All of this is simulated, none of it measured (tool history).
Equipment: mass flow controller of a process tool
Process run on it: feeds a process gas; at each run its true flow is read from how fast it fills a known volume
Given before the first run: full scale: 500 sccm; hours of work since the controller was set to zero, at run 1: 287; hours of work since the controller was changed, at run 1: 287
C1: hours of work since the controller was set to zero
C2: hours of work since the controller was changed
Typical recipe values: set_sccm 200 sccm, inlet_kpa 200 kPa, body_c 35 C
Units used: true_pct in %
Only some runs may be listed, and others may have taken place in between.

run 1 day=0 | set_sccm=200 inlet_kpa=200 body_c=35 | C1=287 C2=287 | true_pct=99.38
run 2 day=6.775 | set_sccm=200 inlet_kpa=200 body_c=35 | C1=346 C2=346 | true_pct=99.47
run 3 day=10.712 | set_sccm=200 inlet_kpa=200 body_c=35 | C1=380 C2=380 | true_pct=99.53
run 4 day=16.733 | set_sccm=200 inlet_kpa=200 body_c=35 | C1=433 C2=433 | true_pct=99.58
run 5 day=22.879 | set_sccm=200 inlet_kpa=200 body_c=36 | C1=487 C2=487 | true_pct=99.52
run 6 day=31.821 | set_sccm=200 inlet_kpa=200 body_c=36 | C1=565 C2=565 | true_pct=99.7
run 7 day=37.071 | set_sccm=200 inlet_kpa=200 body_c=36 | C1=611 C2=611 | true_pct=99.68
run 8 day=44.717 | set_sccm=200 inlet_kpa=200 body_c=35 | C1=678 C2=678 | true_pct=99.8
run 9 day=50.629 | set_sccm=200 inlet_kpa=200 body_c=35 | C1=729 C2=729 | true_pct=99.89
run 10 day=60.196 | set_sccm=200 inlet_kpa=200 body_c=35 | C1=813 C2=813 | true_pct=99.73
run 11 day=67.329 | set_sccm=200 inlet_kpa=200 body_c=35 | C1=875 C2=875 | true_pct=99.95
run 12 day=73.942 | set_sccm=200 inlet_kpa=200 body_c=35 | C1=933 C2=933 | true_pct=99.92
run 13 day=82 | set_sccm=200 inlet_kpa=200 body_c=35 | C1=1004 C2=1004 | true_pct=99.96
run 14 day=87.058 | set_sccm=200 inlet_kpa=240 body_c=35 | C1=1048 C2=1048 | true_pct=99.96
run 15 day=91.096 | set_sccm=164 inlet_kpa=240 body_c=35 | C1=1083 C2=1083 | true_pct=100.07
run 16 day=97.342 | set_sccm=164 inlet_kpa=240 body_c=35 | C1=1138 C2=1138 | true_pct=100.11
run 17 day=104.388 | set_sccm=380 inlet_kpa=240 body_c=25 | C1=1199 C2=1199 | true_pct=100.44
run 18 day=113.796 | set_sccm=488 inlet_kpa=258 body_c=33 | C1=1282 C2=1282 | true_pct=100.32
run 19 day=118.971 | set_sccm=113 inlet_kpa=207 body_c=29 | C1=1327 C2=1327 | true_pct=101.12
run 20 day=128.154 | set_sccm=113 inlet_kpa=207 body_c=29 | C1=1407 C2=1407 | true_pct=101.35
run 21 day=137.254 | set_sccm=301 inlet_kpa=200 body_c=21 | C1=1487 C2=1487 | true_pct=100.95
run 22 day=142.85 | set_sccm=164 inlet_kpa=249 body_c=26 | C1=1536 C2=1536 | true_pct=100.83
run 23 day=148.067 | set_sccm=135 inlet_kpa=175 body_c=25 | C1=1581 C2=1581 | true_pct=101.51
run 24 day=152.588 | set_sccm=85 inlet_kpa=185 body_c=35 | C1=1621 C2=1621 | true_pct=102.03
run 25 day=159.567 | set_sccm=115 inlet_kpa=181 body_c=33 | C1=1682 C2=1682 | true_pct=101.63
run 26 day=164.983 | set_sccm=110 inlet_kpa=161 body_c=31 | C1=1729 C2=1729 | true_pct=101.98
run 27 day=174.225 | set_sccm=126 inlet_kpa=166 body_c=35 | C1=1810 C2=1810 | true_pct=101.66
run 28 day=182.683 | set_sccm=126 inlet_kpa=166 body_c=35 | C1=1884 C2=1884 | true_pct=101.76
run 29 day=187.808 | set_sccm=126 inlet_kpa=171 body_c=35 | C1=1929 C2=1929 | true_pct=101.68

Consider 4 possible next runs. They are alternatives, not a sequence: every one starts from the tool as it was left by run 29. What does each give?
run A day=192.308 | set_sccm=103 inlet_kpa=248 body_c=27 | C1=1968 C2=1968 | true_pct=?
run B day=192.308 | set_sccm=236 inlet_kpa=171 body_c=35 | C1=1968 C2=1968 | true_pct=?
run C day=192.308 | set_sccm=54 inlet_kpa=162 body_c=25 | C1=1968 C2=1968 | true_pct=?
run D day=192.308 | set_sccm=153 inlet_kpa=210 body_c=21 | C1=1968 C2=1968 | true_pct=?

run=A true_pct=102.29
run=B true_pct=101.15
run=C true_pct=105.14
run=D true_pct=101.84
Stripped of hidden state, with their random variation kept, the same runs would have yielded:
run=A true_pct=98.99
run=B true_pct=99.35
run=C true_pct=99.42
run=D true_pct=99.41

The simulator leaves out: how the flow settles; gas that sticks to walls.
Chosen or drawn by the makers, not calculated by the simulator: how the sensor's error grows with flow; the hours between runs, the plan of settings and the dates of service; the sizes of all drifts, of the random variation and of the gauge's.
